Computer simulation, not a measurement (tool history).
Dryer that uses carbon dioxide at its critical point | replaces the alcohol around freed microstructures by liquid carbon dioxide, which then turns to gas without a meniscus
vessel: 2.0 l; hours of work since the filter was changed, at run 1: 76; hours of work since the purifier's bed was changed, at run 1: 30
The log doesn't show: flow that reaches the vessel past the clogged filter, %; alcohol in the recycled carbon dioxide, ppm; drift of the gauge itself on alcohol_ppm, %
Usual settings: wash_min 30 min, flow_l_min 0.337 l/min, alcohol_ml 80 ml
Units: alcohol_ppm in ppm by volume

run	day	wash_min	flow_l_min	alcohol_ml	hours of work since the filter was changed	hours of work since the purifier's bed was changed	alcohol_ppm
1	0	30	0.337	80	76	30	611
2	0.471	30	0.337	80	80	34	624
3	0.733	22	0.337	80	82	36	1874
4	1.183	30	0.282	80	86	40	1177
5	1.433	30	0.282	80	88	42	1208
6	1.767	25	0.282	80	91	45	2104
7	2.2	25	0.282	80	94	49	2190
8	2.467	30	0.337	80	97	51	635
9	2.688	30	0.337	80	99	53	640
10	2.892	30	0.337	80	100	54	612
11	3.133	30	0.337	80	102	57	610
12	3.5	30	0.337	80	106	60	655
13	3.879	30	0.337	45	109	63	363
14	4.121	30	0.337	45	111	65	364
15	4.346	30	0.337	45	113	67	366
16	4.562	30	0.337	45	115	69	353
17	5.008	30	0.337	45	118	73	376
18	5.417	30	0.337	69	122	76	551
19	5.879	42	0.328	58	126	80	107
20	6.321	30	0.499	50	130	84	72
21	6.658	23	0.261	45	132	87	1885

The next listed run, before its measurement:
22	7.117	23	0.261	79	136	90	?

Run 22 gave alcohol_ppm 3251 ppm by volume.
Without the tool's hidden state the same run would have given alcohol_ppm 3003 ppm by volume.
